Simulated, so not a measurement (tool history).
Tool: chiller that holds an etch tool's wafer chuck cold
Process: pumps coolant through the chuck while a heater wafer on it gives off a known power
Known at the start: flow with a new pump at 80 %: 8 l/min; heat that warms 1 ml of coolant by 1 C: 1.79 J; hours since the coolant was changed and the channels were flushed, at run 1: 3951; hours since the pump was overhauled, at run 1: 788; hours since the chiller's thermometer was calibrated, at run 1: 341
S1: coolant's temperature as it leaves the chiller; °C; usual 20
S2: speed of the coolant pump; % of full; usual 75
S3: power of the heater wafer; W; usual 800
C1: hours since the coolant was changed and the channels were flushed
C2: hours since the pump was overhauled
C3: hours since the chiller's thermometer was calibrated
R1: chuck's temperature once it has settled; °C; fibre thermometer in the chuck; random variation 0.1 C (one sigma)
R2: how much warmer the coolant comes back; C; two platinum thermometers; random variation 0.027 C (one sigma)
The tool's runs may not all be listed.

run 1 hour=0 | S1=20 S2=75 S3=800 | C1=3951 C2=788 C3=341 | R1=29.2 R2=3.53
run 2 hour=16.7 | S1=20 S2=75 S3=800 | C1=3967 C2=805 C3=358 | R1=29.3 R2=3.65
run 3 hour=51 | S1=20 S2=75 S3=800 | C1=4002 C2=839 C3=392 | R1=29.4 R2=3.6
run 4 hour=80.4 | S1=20 S2=75 S3=800 | C1=4031 C2=869 C3=422 | R1=29.2 R2=3.61
run 5 hour=100.3 | S1=20 S2=75 S3=800 | C1=4051 C2=888 C3=442 | R1=29.3 R2=3.58
run 6 hour=119.7 | S1=20 S2=75 S3=800 | C1=4070 C2=908 C3=461 | R1=29.5 R2=3.64
run 7 hour=151.2 | S1=15 S2=75 S3=800 | C1=4102 C2=939 C3=493 | R1=24.3 R2=3.66
run 8 hour=187 | S1=15 S2=75 S3=800 | C1=4138 C2=975 C3=528 | R1=24.3 R2=3.6
run 9 hour=209.6 | S1=15 S2=75 S3=800 | C1=4160 C2=998 C3=551 | R1=24.3 R2=3.56
run 10 hour=226.4 | S1=20 S2=99 S3=800 | C1=4177 C2=1015 C3=568 | R1=27.5 R2=2.71
run 11 hour=252.6 | S1=20 S2=99 S3=800 | C1=4203 C2=1041 C3=594 | R1=27.5 R2=2.7
run 12 hour=282.6 | S1=20 S2=75 S3=800 | C1=4233 C2=1071 C3=624 | R1=29.4 R2=3.64
run 13 hour=309.9 | S1=20 S2=75 S3=800 | C1=4261 C2=1098 C3=651 | R1=29.5 R2=3.6
run 14 hour=339.9 | S1=20 S2=75 S3=800 | C1=4291 C2=1128 C3=681 | R1=29.3 R2=3.62
run 15 hour=362.4 | S1=20 S2=83 S3=800 | C1=4313 C2=1151 C3=704 | R1=28.8 R2=3.23
run 16 hour=381 | S1=20 S2=83 S3=800 | C1=4332 C2=1169 C3=722 | R1=28.7 R2=3.26
run 17 hour=419.1 | S1=24 S2=94 S3=1038 | C1=4370 C2=1207 C3=761 | R1=34.2 R2=3.74
run 18 hour=442.8 | S1=14 S2=92 S3=1173 | C1=4394 C2=1231 C3=784 | R1=25.7 R2=4.3
run 19 hour=469.9 | S1=14 S2=92 S3=1173 | C1=4421 C2=1258 C3=811 | R1=25.6 R2=4.31
run 20 hour=503.3 | S1=14 S2=92 S3=1173 | C1=4454 C2=1291 C3=845 | R1=25.7 R2=4.33
run 21 hour=525.4 | S1=20 S2=63 S3=763 | C1=4476 C2=1314 C3=867 | R1=30.4 R2=4.14
run 22 hour=563.2 | S1=16 S2=82 S3=418 | C1=4514 C2=1351 C3=905 | R1=20.8 R2=1.76
run 23 hour=598.6 | S1=16 S2=82 S3=418 | C1=4549 C2=1387 C3=940 | R1=20.8 R2=1.79
run 24 hour=627.6 | S1=16 S2=82 S3=418 | C1=4578 C2=1416 C3=969 | R1=20.6 R2=1.76
run 25 hour=647.3 | S1=10 S2=90 S3=672 | C1=4598 C2=1436 C3=989 | R1=17 R2=2.54
run 26 hour=664.4 | S1=20 S2=98 S3=543 | C1=4615 C2=1453 C3=1006 | R1=25.3 R2=1.9

Forecast run 27:
run 27 hour=693.4 | S1=20 S2=98 S3=543 | C1=4644 C2=1482 C3=1035 | R1=? R2=?

R1: 25.2 °C
R2: 1.85 C
Without the tool's hidden state the same run would have given R1 24.6 °C, R2 1.83 C.
